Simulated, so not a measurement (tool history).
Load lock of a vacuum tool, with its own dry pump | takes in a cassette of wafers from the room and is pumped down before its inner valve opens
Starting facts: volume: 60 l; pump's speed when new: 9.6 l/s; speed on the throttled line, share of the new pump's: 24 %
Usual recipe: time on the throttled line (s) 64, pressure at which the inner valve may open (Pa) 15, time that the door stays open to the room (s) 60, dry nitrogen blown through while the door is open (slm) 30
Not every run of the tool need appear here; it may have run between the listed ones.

run	hour	time on the throttled line (s)	pressure at which the inner valve may open (Pa)	time that the door stays open to the room (s)	dry nitrogen blown through while the door is open (slm)	incoming humidity of the room's air, %	time from the closed door until the inner valve may open (s)	rise of the pressure with all valves shut (Pa/min)
1	0.0	64	15	60	30	42.2	111.0	0.148
2	323.2	64	15	60	30	46.6	112.7	0.173
3	545.7	64	15	60	30	46.9	112.2	0.184
4	884.1	64	15	60	30	43.7	113.0	0.214
5	1069.9	64	15	60	30	46.7	111.5	0.229
6	1444.3	64	15	60	30	42.7	113.1	0.260
7	1650.5	64	15	60	30	46.6	112.0	0.273
8	1940.8	64	15	60	30	46.6	112.6	0.298
# hour 2215.2: dry pump taken out, an overhauled one fitted
9	2259.9	110	15	60	30	47.5	138.3	0.332
10	2639.6	71	15	60	30	45.5	109.4	0.370
11	2912.7	64	15	60	7	44.7	103.6	0.409
12	3231.0	64	15	60	7	44.6	104.1	0.456
# hour 3297.1: door's seal changed, seat wiped
13	3431.4	78	15	60	7	39.6	114.8	0.038
14	3808.9	78	15	60	7	49.6	115.3	0.058
15	3983.0	78	15	60	7	47.2	115.4	0.058
16	4257.4	78	15	60	7	46.0	114.7	0.072
17	4580.1	78	15	60	7	45.3	115.1	0.081
18	4920.2	64	15	33	30	46.5	104.8	0.074
19	5232.5	64	16	105	30	40.4	105.7	0.102
20	5590.0	54	12	182	30	46.5	99.7	0.140
21	5844.8	54	12	182	30	41.4	99.2	0.148
22	6225.2	64	15	122	15	46.0	106.3	0.185
23	6500.3	64	15	122	15	41.5	105.8	0.195
24	6867.8	46	21	179	30	45.6	91.2	0.228
25	7189.6	99	18	85	14	42.1	130.8	0.236
26	7421.3	64	15	212	9	45.1	106.4	0.299
27	7658.6	64	15	212	9	48.0	107.6	0.331
28	7884.5	66	15	60	30	43.5	107.7	0.289
29	8224.7	111	15	232	6	43.3	141.0	0.391
30	8435.0	36	11	108	36	45.1	89.5	0.349
31	8770.0	36	11	108	36	47.3	88.9	0.387
32	8998.2	36	12	108	26	47.0	88.3	0.414
# hour 9184.9: door's seal changed, seat wiped
33	9198.1	121	18	151	10	46.6	147.4	0.067
34	9490.5	121	18	151	10	49.1	148.8	0.076
35	9826.8	60	18	151	41	46.1	103.0	0.059
36	10089.0	60	18	151	41	45.5	103.2	0.063

Each row is a separate what-if for the run after 36, all from the same tool condition, not one after another. Results?
A	10268.0	33	22	151	12	45.5	?	?
B	10268.0	64	22	180	4	43.7	?	?
C	10268.0	45	15	28	30	45.4	?	?
D	10268.0	124	18	147	14	45.4	?	?

run	time from the closed door until the inner valve may open (s)	rise of the pressure with all valves shut (Pa/min)
A	83.0	0.094
B	104.4	0.113
C	94.4	0.049
D	149.6	0.086
Without the tool's unlogged condition, the same runs would have read:
run	time from the closed door until the inner valve may open (s)	rise of the pressure with all valves shut (Pa/min)
A	78.0	0.064
B	100.3	0.082
C	89.3	0.018
D	146.8	0.057
